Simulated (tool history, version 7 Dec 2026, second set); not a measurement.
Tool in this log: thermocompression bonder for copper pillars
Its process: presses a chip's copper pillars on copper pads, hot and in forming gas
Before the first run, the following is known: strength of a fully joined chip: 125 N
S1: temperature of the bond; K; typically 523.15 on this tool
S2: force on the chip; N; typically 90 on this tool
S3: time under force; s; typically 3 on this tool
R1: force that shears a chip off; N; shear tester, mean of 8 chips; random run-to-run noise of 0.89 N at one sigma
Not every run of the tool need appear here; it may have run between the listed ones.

run   hour      S1   S2  S3    R1
  1    0.0  523.15   90   3  61.9
  2   12.8  523.15   90   3  61.6
  3   18.7  523.15   90   3  61.3
  4   27.8  523.15   90   3  61.2
  5   34.8  523.15   90   4  67.4
  6   44.3  523.15   90   4  68.1
  7   58.7  523.15   56   3  36.3
  8   66.3  523.15   90   3  61.8
  9   77.2  523.15   90   4  67.1
 10   86.5  523.15   90   4  67.4
 11   99.0  523.15   90   3  60.6
     101.7  -- force cell calibrated
 12  114.2  493.15   90   3  39.1
     124.8  -- force cell calibrated, once more
 13  130.3  493.15   90   3  39.8
 14  139.1  493.15   90   3  40.2
 15  149.2  493.15   90   3  41.0
 16  157.7  523.15  131   3  81.7
 17  168.9  523.15  131   3  81.5
     176.5  -- heater calibrated with a thermocouple chip
 18  179.4  523.15  131   3  89.5
 19  185.9  512.15   90   3  59.5
 20  198.5  523.15   61   3  46.2
 21  213.0  531.15  111   3  83.5
 22  222.6  503.15   90   2  46.1
 23  235.7  525.15   90   4  75.4
 24  248.3  516.15   90   4  67.6
 25  256.5  516.15   90   4  66.2
 26  270.7  513.15   85   2  49.1
 27  280.2  523.15   82   8  81.5
 28  286.5  523.15   82   8  83.1
 29  292.9  523.15   62   5  55.8
 30  302.7  540.15  128   3  96.8
 31  311.1  534.15   90   6  86.2
 32  317.0  552.15   89   4  90.5
 33  324.8  552.15   89   4  89.6
 34  330.7  552.15   89   4  90.6
 35  342.4  494.15   80   4  45.0
 36  350.6  494.15   71   4  39.0
 37  363.0  523.15   76   2  48.3
 38  374.3  524.15   83   3  62.3
 39  381.0  525.15   72   4  60.5
 40  390.3  511.15   91   2  49.4

Forecast each of these 4 alternatives for the next run:
  A  399.9  511.15  80   2   ?
  B  399.9  526.15  70   7   ?
  C  399.9  533.15  68   4   ?
  D  399.9  498.15  96   3   ?

run    R1
  A  43.3
  B  70.8
  C  61.7
  D  49.8
Take away the tool's hidden state, keep each run's random variation, and the runs would have read:
run    R1
  A  49.6
  B  79.9
  C  70.0
  D  56.9
